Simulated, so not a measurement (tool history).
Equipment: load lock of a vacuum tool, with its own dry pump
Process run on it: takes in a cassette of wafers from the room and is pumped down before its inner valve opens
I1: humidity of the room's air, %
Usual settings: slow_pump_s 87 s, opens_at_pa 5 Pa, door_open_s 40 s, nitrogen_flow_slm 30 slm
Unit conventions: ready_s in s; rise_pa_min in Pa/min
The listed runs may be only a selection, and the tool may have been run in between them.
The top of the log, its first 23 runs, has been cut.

run 24 hour=1795.5 | slow_pump_s=66 opens_at_pa=5 door_open_s=33 nitrogen_flow_slm=30 | I1=48.5 | ready_s=118.3 rise_pa_min=0.022
run 25 hour=1879.7 | slow_pump_s=58 opens_at_pa=5 door_open_s=101 nitrogen_flow_slm=30 | I1=47.4 | ready_s=109.7 rise_pa_min=0.033
run 26 hour=1949.4 | slow_pump_s=61 opens_at_pa=10 door_open_s=31 nitrogen_flow_slm=10 | I1=45.9 | ready_s=109.7 rise_pa_min=0.032
run 27 hour=2012.9 | slow_pump_s=61 opens_at_pa=10 door_open_s=31 nitrogen_flow_slm=10 | I1=43.5 | ready_s=108.5 rise_pa_min=0.03
run 28 hour=2126.8 | slow_pump_s=61 opens_at_pa=10 door_open_s=31 nitrogen_flow_slm=11 | I1=45.2 | ready_s=108.3 rise_pa_min=0.035
run 29 hour=2189.1 | slow_pump_s=54 opens_at_pa=5 door_open_s=30 nitrogen_flow_slm=30 | I1=44 | ready_s=106.6 rise_pa_min=0.029
run 30 hour=2271.5 | slow_pump_s=87 opens_at_pa=8 door_open_s=220 nitrogen_flow_slm=24 | I1=46.4 | ready_s=135.5 rise_pa_min=0.053
run 31 hour=2346.3 | slow_pump_s=54 opens_at_pa=4 door_open_s=40 nitrogen_flow_slm=30 | I1=40.8 | ready_s=108.3 rise_pa_min=0.024
run 32 hour=2430.8 | slow_pump_s=129 opens_at_pa=5 door_open_s=40 nitrogen_flow_slm=13 | I1=43.1 | ready_s=174.6 rise_pa_min=0.033
run 33 hour=2495.1 | slow_pump_s=44 opens_at_pa=5 door_open_s=40 nitrogen_flow_slm=13 | I1=45.5 | ready_s=96.7 rise_pa_min=0.037
run 34 hour=2570.4 | slow_pump_s=44 opens_at_pa=4 door_open_s=40 nitrogen_flow_slm=14 | I1=48.7 | ready_s=98.1 rise_pa_min=0.04
run 35 hour=2632.3 | slow_pump_s=44 opens_at_pa=4 door_open_s=40 nitrogen_flow_slm=14 | I1=46.1 | ready_s=99.8 rise_pa_min=0.034
run 36 hour=2696.8 | slow_pump_s=44 opens_at_pa=4 door_open_s=40 nitrogen_flow_slm=14 | I1=42.6 | ready_s=99.7 rise_pa_min=0.029

What if the next run were any one of these 4? Each begins from the tool's condition after run 36:
run A hour=2767.6 | slow_pump_s=65 opens_at_pa=8 door_open_s=40 nitrogen_flow_slm=30 | I1=46.1 | ready_s=? rise_pa_min=?
run B hour=2767.6 | slow_pump_s=44 opens_at_pa=6 door_open_s=40 nitrogen_flow_slm=44 | I1=42.6 | ready_s=? rise_pa_min=?
run C hour=2767.6 | slow_pump_s=87 opens_at_pa=5 door_open_s=38 nitrogen_flow_slm=35 | I1=44.6 | ready_s=? rise_pa_min=?
run D hour=2767.6 | slow_pump_s=87 opens_at_pa=8 door_open_s=62 nitrogen_flow_slm=6 | I1=45.4 | ready_s=? rise_pa_min=?

run=A ready_s=113.8 rise_pa_min=0.024
run=B ready_s=96.5 rise_pa_min=0.018
run=C ready_s=137.6 rise_pa_min=0.025
run=D ready_s=134.9 rise_pa_min=0.049
Without the tool's unlogged condition, the same runs would have read:
run=A ready_s=113.8 rise_pa_min=0.024
run=B ready_s=96.4 rise_pa_min=0.018
run=C ready_s=137.6 rise_pa_min=0.024
run=D ready_s=134.9 rise_pa_min=0.049

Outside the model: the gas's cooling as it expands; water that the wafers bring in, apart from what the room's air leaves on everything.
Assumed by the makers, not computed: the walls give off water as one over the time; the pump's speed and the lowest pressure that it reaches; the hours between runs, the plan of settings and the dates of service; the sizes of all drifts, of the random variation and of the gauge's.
